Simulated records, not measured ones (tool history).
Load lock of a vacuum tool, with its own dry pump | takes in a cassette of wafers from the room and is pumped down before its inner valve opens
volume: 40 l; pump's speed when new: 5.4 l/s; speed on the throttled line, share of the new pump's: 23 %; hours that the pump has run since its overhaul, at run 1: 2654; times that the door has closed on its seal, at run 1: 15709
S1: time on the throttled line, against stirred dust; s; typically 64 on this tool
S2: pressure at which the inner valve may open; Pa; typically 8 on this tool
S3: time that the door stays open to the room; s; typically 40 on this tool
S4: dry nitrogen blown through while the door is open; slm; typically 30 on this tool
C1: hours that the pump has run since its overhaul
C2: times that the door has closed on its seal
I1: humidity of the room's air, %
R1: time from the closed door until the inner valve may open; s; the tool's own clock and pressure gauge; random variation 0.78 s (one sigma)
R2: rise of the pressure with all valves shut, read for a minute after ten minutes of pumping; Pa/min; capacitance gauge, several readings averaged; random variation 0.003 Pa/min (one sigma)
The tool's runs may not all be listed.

run 1 hour=0.0 | S1=64 S2=8 S3=40 S4=30 | C1=2654 C2=15709 | I1=44.1 | R1=120.2 R2=0.133
run 2 hour=116.8 | S1=64 S2=8 S3=40 S4=30 | C1=2770 C2=15940 | I1=42.7 | R1=119.7 R2=0.138
run 3 hour=182.1 | S1=64 S2=8 S3=40 S4=30 | C1=2836 C2=16068 | I1=45.2 | R1=119.6 R2=0.137
run 4 hour=280.3 | S1=64 S2=8 S3=40 S4=30 | C1=2934 C2=16262 | I1=43.8 | R1=119.8 R2=0.136
run 5 hour=391.2 | S1=64 S2=8 S3=40 S4=30 | C1=3045 C2=16481 | I1=43.1 | R1=120.8 R2=0.143
run 6 hour=452.4 | S1=64 S2=8 S3=105 S4=30 | C1=3106 C2=16601 | I1=44.7 | R1=119.3 R2=0.152
run 7 hour=522.4 | S1=64 S2=8 S3=105 S4=30 | C1=3176 C2=16739 | I1=45.6 | R1=118.9 R2=0.155
run 8 hour=653.7 | S1=74 S2=8 S3=40 S4=30 | C1=3307 C2=16998 | I1=43.4 | R1=126.7 R2=0.147
run 9 hour=764.1 | S1=64 S2=8 S3=40 S4=18 | C1=3418 C2=17216 | I1=49.6 | R1=120.4 R2=0.158
run 10 hour=871.0 | S1=64 S2=8 S3=40 S4=18 | C1=3525 C2=17427 | I1=45.8 | R1=119.5 R2=0.161
run 11 hour=958.5 | S1=64 S2=8 S3=40 S4=18 | C1=3612 C2=17599 | I1=48.0 | R1=120.2 R2=0.172
run 12 hour=1066.6 | S1=64 S2=8 S3=40 S4=18 | C1=3720 C2=17812 | I1=44.3 | R1=120.4 R2=0.165
run 13 hour=1133.3 | S1=64 S2=8 S3=40 S4=30 | C1=3787 C2=17944 | I1=45.8 | R1=120.0 R2=0.159
run 14 hour=1211.8 | S1=64 S2=8 S3=40 S4=30 | C1=3866 C2=18098 | I1=45.8 | R1=119.3 R2=0.159
run 15 hour=1340.7 | S1=64 S2=8 S3=40 S4=30 | C1=3994 C2=18353 | I1=43.7 | R1=119.6 R2=0.163
run 16 hour=1456.1 | S1=64 S2=8 S3=40 S4=30 | C1=4110 C2=18580 | I1=44.3 | R1=119.9 R2=0.170
run 17 hour=1519.2 | S1=64 S2=8 S3=40 S4=30 | C1=4173 C2=18705 | I1=42.5 | R1=120.2 R2=0.169
run 18 hour=1603.0 | S1=64 S2=8 S3=40 S4=30 | C1=4257 C2=18870 | I1=45.2 | R1=120.7 R2=0.170
run 19 hour=1689.1 | S1=64 S2=6 S3=40 S4=30 | C1=4343 C2=19039 | I1=44.5 | R1=123.0 R2=0.172
run 20 hour=1783.3 | S1=64 S2=8 S3=72 S4=5 | C1=4437 C2=19225 | I1=46.4 | R1=120.6 R2=0.199
run 21 hour=1898.2 | S1=64 S2=8 S3=72 S4=5 | C1=4552 C2=19452 | I1=44.6 | R1=121.5 R2=0.203
run 22 hour=1978.9 | S1=64 S2=8 S3=72 S4=5 | C1=4633 C2=19611 | I1=47.6 | R1=120.9 R2=0.207
run 23 hour=2036.3 | S1=64 S2=9 S3=154 S4=11 | C1=4690 C2=19724 | I1=41.7 | R1=119.2 R2=0.207
run 24 hour=2145.1 | S1=64 S2=9 S3=154 S4=11 | C1=4799 C2=19938 | I1=40.8 | R1=120.0 R2=0.203
run 25 hour=2260.8 | S1=64 S2=12 S3=194 S4=11 | C1=4914 C2=20166 | I1=44.3 | R1=116.7 R2=0.223
run 26 hour=2371.2 | S1=64 S2=12 S3=194 S4=11 | C1=5025 C2=20384 | I1=40.4 | R1=118.1 R2=0.213
run 27 hour=2429.8 | S1=64 S2=12 S3=194 S4=11 | C1=5084 C2=20500 | I1=44.7 | R1=118.7 R2=0.229
run 28 hour=2556.7 | S1=64 S2=7 S3=40 S4=4 | C1=5210 C2=20750 | I1=44.3 | R1=122.9 R2=0.215
run 29 hour=2613.3 | S1=53 S2=15 S3=68 S4=4 | C1=5267 C2=20861 | I1=44.1 | R1=106.8 R2=0.223
run 30 hour=2728.7 | S1=53 S2=15 S3=68 S4=4 | C1=5382 C2=21089 | I1=43.4 | R1=108.5 R2=0.223
run 31 hour=2797.2 | S1=93 S2=13 S3=55 S4=15 | C1=5451 C2=21224 | I1=45.3 | R1=140.1 R2=0.207
run 32 hour=2851.4 | S1=45 S2=8 S3=221 S4=30 | C1=5505 C2=21331 | I1=43.3 | R1=106.1 R2=0.220
-- hour=2912.4 door's seal changed, seat wiped
run 33 hour=2925.7 | S1=35 S2=8 S3=40 S4=8 | C1=5578 C2=26 | I1=44.6 | R1=99.8 R2=0.041
run 34 hour=3044.3 | S1=65 S2=8 S3=75 S4=8 | C1=5697 C2=260 | I1=45.4 | R1=122.9 R2=0.050
run 35 hour=3157.7 | S1=65 S2=8 S3=75 S4=8 | C1=5810 C2=484 | I1=46.2 | R1=121.9 R2=0.048
run 36 hour=3227.3 | S1=66 S2=8 S3=40 S4=11 | C1=5880 C2=621 | I1=41.9 | R1=122.9 R2=0.039

3 ways to go on from here, each from the tool as it stands after run 36. What would each give?
run A hour=3355.8 | S1=72 S2=12 S3=109 S4=11 | C1=6008 C2=874 | I1=44.8 | R1=? R2=?
run B hour=3355.8 | S1=78 S2=8 S3=216 S4=27 | C1=6008 C2=874 | I1=43.3 | R1=? R2=?
run C hour=3355.8 | S1=33 S2=7 S3=40 S4=30 | C1=6008 C2=874 | I1=46.5 | R1=? R2=?

run=A R1=123.0 R2=0.050
run=B R1=131.7 R2=0.040
run=C R1=98.8 R2=0.024
With the hidden condition removed and each run's random variation left untouched, the same runs would have given:
run=A R1=121.1 R2=0.047
run=B R1=129.8 R2=0.036
run=C R1=96.5 R2=0.021

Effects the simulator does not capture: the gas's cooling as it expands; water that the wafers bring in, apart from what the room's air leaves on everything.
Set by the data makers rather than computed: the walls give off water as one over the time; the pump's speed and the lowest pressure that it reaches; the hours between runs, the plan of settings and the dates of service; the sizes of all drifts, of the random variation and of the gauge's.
